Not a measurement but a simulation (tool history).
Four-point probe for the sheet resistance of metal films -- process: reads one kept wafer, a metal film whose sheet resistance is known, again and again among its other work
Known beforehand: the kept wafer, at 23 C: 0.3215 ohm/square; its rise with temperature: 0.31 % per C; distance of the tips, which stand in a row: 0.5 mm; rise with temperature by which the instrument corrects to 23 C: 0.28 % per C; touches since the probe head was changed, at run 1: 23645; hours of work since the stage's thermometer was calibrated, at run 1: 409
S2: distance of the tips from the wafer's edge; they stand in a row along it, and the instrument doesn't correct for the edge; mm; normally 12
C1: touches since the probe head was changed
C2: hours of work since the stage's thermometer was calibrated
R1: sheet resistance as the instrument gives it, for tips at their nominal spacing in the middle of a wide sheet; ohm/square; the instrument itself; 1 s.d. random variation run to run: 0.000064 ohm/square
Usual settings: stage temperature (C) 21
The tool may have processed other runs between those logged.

run 1 hour=0.0 | stage_temperature_(C)=21 S2=12 | C1=23645 C2=409 | R1=0.324199
run 2 hour=45.4 | stage_temperature_(C)=27 S2=12 | C1=24180 C2=428 | R1=0.324806
run 3 hour=90.3 | stage_temperature_(C)=27 S2=12 | C1=24709 C2=447 | R1=0.324886
run 4 hour=140.6 | stage_temperature_(C)=22 S2=12 | C1=25302 C2=468 | R1=0.324230
run 5 hour=191.0 | stage_temperature_(C)=22 S2=12 | C1=25898 C2=490 | R1=0.324341
run 6 hour=229.4 | stage_temperature_(C)=22 S2=17 | C1=26349 C2=506 | R1=0.323986
run 7 hour=272.3 | stage_temperature_(C)=22 S2=17 | C1=26856 C2=524 | R1=0.324155
run 8 hour=320.3 | stage_temperature_(C)=21 S2=12 | C1=27422 C2=544 | R1=0.324197
run 9 hour=360.0 | stage_temperature_(C)=21 S2=12 | C1=27889 C2=561 | R1=0.324233
run 10 hour=401.8 | stage_temperature_(C)=21 S2=12 | C1=28382 C2=579 | R1=0.324293
run 11 hour=440.3 | stage_temperature_(C)=21 S2=16 | C1=28836 C2=595 | R1=0.324128
-- hour=445.3 stage's thermometer calibrated
run 12 hour=469.4 | stage_temperature_(C)=28 S2=64 | C1=29174 C2=10 | R1=0.324958
run 13 hour=491.3 | stage_temperature_(C)=28 S2=64 | C1=29432 C2=19 | R1=0.324872
run 14 hour=534.3 | stage_temperature_(C)=26 S2=64 | C1=29939 C2=38 | R1=0.324789
run 15 hour=565.2 | stage_temperature_(C)=26 S2=64 | C1=30303 C2=51 | R1=0.324828
run 16 hour=592.4 | stage_temperature_(C)=26 S2=64 | C1=30624 C2=62 | R1=0.324855
run 17 hour=617.1 | stage_temperature_(C)=20 S2=5 | C1=30916 C2=72 | R1=0.325821
run 18 hour=652.2 | stage_temperature_(C)=20 S2=5 | C1=31330 C2=87 | R1=0.325955
run 19 hour=680.1 | stage_temperature_(C)=20 S2=5 | C1=31659 C2=99 | R1=0.325800

Subtracting, for every run, the result it would have given without the tool's unlogged condition from the measured result gives the following. The same run-to-run variation enters both numbers; the gauge's scatter may not:
Hidden conditions of the tool in this case: inner tips' distance over the nominal, %; tips' flats over new ones', %; wafer's true temperature over the reading, C; drift of the gauge itself on sheet_ohm, %.
run=1 R1=+0.002539
run=2 R1=+0.002559
run=3 R1=+0.002578
run=4 R1=+0.002595
run=5 R1=+0.002616
run=6 R1=+0.002628
run=7 R1=+0.002646
run=8 R1=+0.002666
run=9 R1=+0.002683
run=10 R1=+0.002701
run=11 R1=+0.002714
run=12 R1=+0.002893
run=13 R1=+0.002900
run=14 R1=+0.002918
run=15 R1=+0.002931
run=16 R1=+0.002942
run=17 R1=+0.002968
run=18 R1=+0.002983
run=19 R1=+0.002993

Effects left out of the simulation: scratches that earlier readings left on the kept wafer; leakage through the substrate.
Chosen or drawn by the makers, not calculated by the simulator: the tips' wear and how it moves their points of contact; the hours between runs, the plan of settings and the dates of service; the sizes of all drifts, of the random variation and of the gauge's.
